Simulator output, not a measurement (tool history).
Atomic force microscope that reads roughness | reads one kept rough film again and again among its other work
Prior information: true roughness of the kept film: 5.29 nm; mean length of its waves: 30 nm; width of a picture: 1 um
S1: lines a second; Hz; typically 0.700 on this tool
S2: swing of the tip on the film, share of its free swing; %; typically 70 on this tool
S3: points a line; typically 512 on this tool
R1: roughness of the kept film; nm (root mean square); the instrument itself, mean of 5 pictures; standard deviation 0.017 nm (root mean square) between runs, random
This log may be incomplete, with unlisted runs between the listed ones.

{"run": 1, "hour": 0.0, "S1": 0.7, "S2": 70, "S3": 512, "R1": 4.12}
{"run": 2, "hour": 24.4, "S1": 0.7, "S2": 70, "S3": 512, "R1": 4.111}
{"run": 3, "hour": 56.7, "S1": 0.7, "S2": 70, "S3": 512, "R1": 4.106}
{"run": 4, "hour": 79.0, "S1": 0.7, "S2": 70, "S3": 512, "R1": 4.138}
{"run": 5, "hour": 93.4, "S1": 0.7, "S2": 70, "S3": 512, "R1": 4.094}
{"run": 6, "hour": 123.3, "S1": 0.7, "S2": 70, "S3": 512, "R1": 4.136}
{"run": 7, "hour": 155.8, "S1": 0.7, "S2": 70, "S3": 512, "R1": 4.136}
{"run": 8, "hour": 171.2, "S1": 0.7, "S2": 70, "S3": 847, "R1": 4.131}
{"run": 9, "hour": 198.1, "S1": 0.7, "S2": 70, "S3": 847, "R1": 4.117}
{"run": 10, "hour": 213.4, "S1": 0.7, "S2": 77, "S3": 512, "R1": 4.099}
{"run": 11, "hour": 230.2, "S1": 0.7, "S2": 77, "S3": 512, "R1": 4.037}
{"run": 12, "hour": 262.8, "S1": 0.7, "S2": 70, "S3": 512, "R1": 4.1}
{"run": 13, "hour": 279.8, "S1": 0.7, "S2": 70, "S3": 512, "R1": 4.106}
{"run": 14, "hour": 315.1, "S1": 0.7, "S2": 65, "S3": 512, "R1": 4.149}
{"run": 15, "hour": 337.3, "S1": 0.7, "S2": 65, "S3": 512, "R1": 4.112}
{"run": 16, "hour": 370.4, "S1": 0.7, "S2": 65, "S3": 554, "R1": 4.177}
{"run": 17, "hour": 385.7, "S1": 0.7, "S2": 65, "S3": 554, "R1": 4.174}
{"run": 18, "hour": 410.6, "S1": 1.355, "S2": 74, "S3": 512, "R1": 3.951}
{"run": 19, "hour": 434.2, "S1": 0.7, "S2": 79, "S3": 679, "R1": 4.026}
{"run": 20, "hour": 449.8, "S1": 2.708, "S2": 79, "S3": 296, "R1": 3.455}
{"run": 21, "hour": 471.1, "S1": 2.708, "S2": 79, "S3": 296, "R1": 3.442}
{"run": 22, "hour": 493.2, "S1": 2.708, "S2": 79, "S3": 296, "R1": 3.454}
{"run": 23, "hour": 511.0, "S1": 0.7, "S2": 88, "S3": 336, "R1": 3.9}
{"run": 24, "hour": 546.6, "S1": 3.878, "S2": 89, "S3": 284, "R1": 2.784}
{"run": 25, "hour": 570.1, "S1": 2.031, "S2": 63, "S3": 809, "R1": 4.029}
{"run": 26, "hour": 601.1, "S1": 2.461, "S2": 65, "S3": 958, "R1": 3.941}
{"run": 27, "hour": 622.0, "S1": 0.687, "S2": 73, "S3": 829, "R1": 4.09}
{"run": 28, "hour": 647.9, "S1": 3.143, "S2": 82, "S3": 365, "R1": 3.276}
{"run": 29, "hour": 682.4, "S1": 1.002, "S2": 56, "S3": 477, "R1": 4.199}

Taken out of this log: 3 entries between the listed runs. Where each belongs, and how the hidden state differs across it:
Logged between run 8 and run 9: new tip fitted (hour 183.1)
  radius of the tip, nm: 10.1 -> 10
Logged between run 15 and run 16: new tip fitted (hour 369.4)
  radius of the tip, nm: 10.1 -> 10
Logged between run 24 and run 25: new tip fitted (hour 555.5)
  radius of the tip, nm: 10.1 -> 10
